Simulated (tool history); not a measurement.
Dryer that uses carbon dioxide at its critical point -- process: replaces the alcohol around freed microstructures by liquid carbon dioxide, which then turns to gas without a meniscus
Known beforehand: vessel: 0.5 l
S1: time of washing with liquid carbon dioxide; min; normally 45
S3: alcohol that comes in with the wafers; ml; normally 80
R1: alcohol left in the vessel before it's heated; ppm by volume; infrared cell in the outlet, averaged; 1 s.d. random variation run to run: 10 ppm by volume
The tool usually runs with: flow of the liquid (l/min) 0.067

run 1 hour=0 | S1=45 flow_of_the_liquid_(l/min)=0.067 S3=80 | R1=1039
run 2 hour=13.1 | S1=38 flow_of_the_liquid_(l/min)=0.067 S3=80 | R1=2233
run 3 hour=24.1 | S1=38 flow_of_the_liquid_(l/min)=0.067 S3=80 | R1=2270
run 4 hour=33 | S1=35 flow_of_the_liquid_(l/min)=0.067 S3=80 | R1=3238
run 5 hour=40.1 | S1=35 flow_of_the_liquid_(l/min)=0.067 S3=80 | R1=3337
run 6 hour=48.1 | S1=45 flow_of_the_liquid_(l/min)=0.067 S3=80 | R1=1133
run 7 hour=59.6 | S1=45 flow_of_the_liquid_(l/min)=0.067 S3=21 | R1=319
run 8 hour=66.6 | S1=45 flow_of_the_liquid_(l/min)=0.067 S3=28 | R1=433
run 9 hour=79.9 | S1=45 flow_of_the_liquid_(l/min)=0.067 S3=28 | R1=419
run 10 hour=90.3 | S1=32 flow_of_the_liquid_(l/min)=0.067 S3=80 | R1=5171
run 11 hour=101.8 | S1=32 flow_of_the_liquid_(l/min)=0.067 S3=80 | R1=5124
run 12 hour=107.6 | S1=32 flow_of_the_liquid_(l/min)=0.067 S3=80 | R1=5225
run 13 hour=120.1 | S1=32 flow_of_the_liquid_(l/min)=0.067 S3=80 | R1=5280
run 14 hour=132.3 | S1=32 flow_of_the_liquid_(l/min)=0.067 S3=80 | R1=5405
run 15 hour=143.4 | S1=32 flow_of_the_liquid_(l/min)=0.067 S3=80 | R1=5501
run 16 hour=150.6 | S1=63 flow_of_the_liquid_(l/min)=0.067 S3=80 | R1=226
run 17 hour=156 | S1=63 flow_of_the_liquid_(l/min)=0.067 S3=32 | R1=100
run 18 hour=162.5 | S1=45 flow_of_the_liquid_(l/min)=0.067 S3=80 | R1=1433
run 19 hour=170.3 | S1=45 flow_of_the_liquid_(l/min)=0.067 S3=80 | R1=1467
run 20 hour=181.9 | S1=28 flow_of_the_liquid_(l/min)=0.05 S3=48 | R1=10891
run 21 hour=191 | S1=28 flow_of_the_liquid_(l/min)=0.05 S3=48 | R1=11243
run 22 hour=200.5 | S1=28 flow_of_the_liquid_(l/min)=0.05 S3=25 | R1=5896
-- hour=209.4 inlet filter changed
run 23 hour=214.1 | S1=28 flow_of_the_liquid_(l/min)=0.05 S3=37 | R1=5678
run 24 hour=226.7 | S1=28 flow_of_the_liquid_(l/min)=0.05 S3=37 | R1=5617
run 25 hour=235.4 | S1=58 flow_of_the_liquid_(l/min)=0.0582 S3=80 | R1=339
run 26 hour=242.4 | S1=45 flow_of_the_liquid_(l/min)=0.0672 S3=41 | R1=348
run 27 hour=253.4 | S1=45 flow_of_the_liquid_(l/min)=0.0672 S3=41 | R1=338
run 28 hour=263.1 | S1=46 flow_of_the_liquid_(l/min)=0.067 S3=50 | R1=397
run 29 hour=274.9 | S1=46 flow_of_the_liquid_(l/min)=0.067 S3=50 | R1=398
run 30 hour=281.8 | S1=34 flow_of_the_liquid_(l/min)=0.067 S3=50 | R1=1654
run 31 hour=290.1 | S1=46 flow_of_the_liquid_(l/min)=0.0543 S3=113 | R1=2581
run 32 hour=303.2 | S1=66 flow_of_the_liquid_(l/min)=0.0603 S3=80 | R1=155
run 33 hour=316.2 | S1=66 flow_of_the_liquid_(l/min)=0.0603 S3=80 | R1=163
run 34 hour=326.8 | S1=66 flow_of_the_liquid_(l/min)=0.0603 S3=80 | R1=163
run 35 hour=333.8 | S1=32 flow_of_the_liquid_(l/min)=0.0601 S3=80 | R1=5237

Selected run-to-run steps in R1, each split into two signed amounts: the part the tool would show with no hidden state at all (from settings, incoming material and random variation), and the remainder, which goes to the hidden state together with any gauge scatter not common to the measured and the hidden-state-free results:
Hidden state at play: flow that reaches the vessel past the clogged filter, %; alcohol in the recycled carbon dioxide, ppm; drift of the gauge itself on alcohol_ppm, %.
Run 15 -> 16: S1 32 -> 63. R1 -5275 ppm by volume: hidden state -2359, all else -2916.
Run 19 -> 20: S1 45 -> 28, flow of the liquid (l/min) 0.067 -> 0.05, S3 80 -> 48. R1 +9424 ppm by volume: hidden state +2986, all else +6438.
Run 21 -> 22: S3 48 -> 25. R1 -5347 ppm by volume: hidden state -1890, all else -3457.
Run 22 -> 23: S3 25 -> 37, inlet filter changed. R1 -218 ppm by volume: hidden state -2097, all else +1879.
Run 24 -> 25: S1 28 -> 58, flow of the liquid (l/min) 0.05 -> 0.0582, S3 37 -> 80. R1 -5278 ppm by volume: hidden state -111, all else -5167.
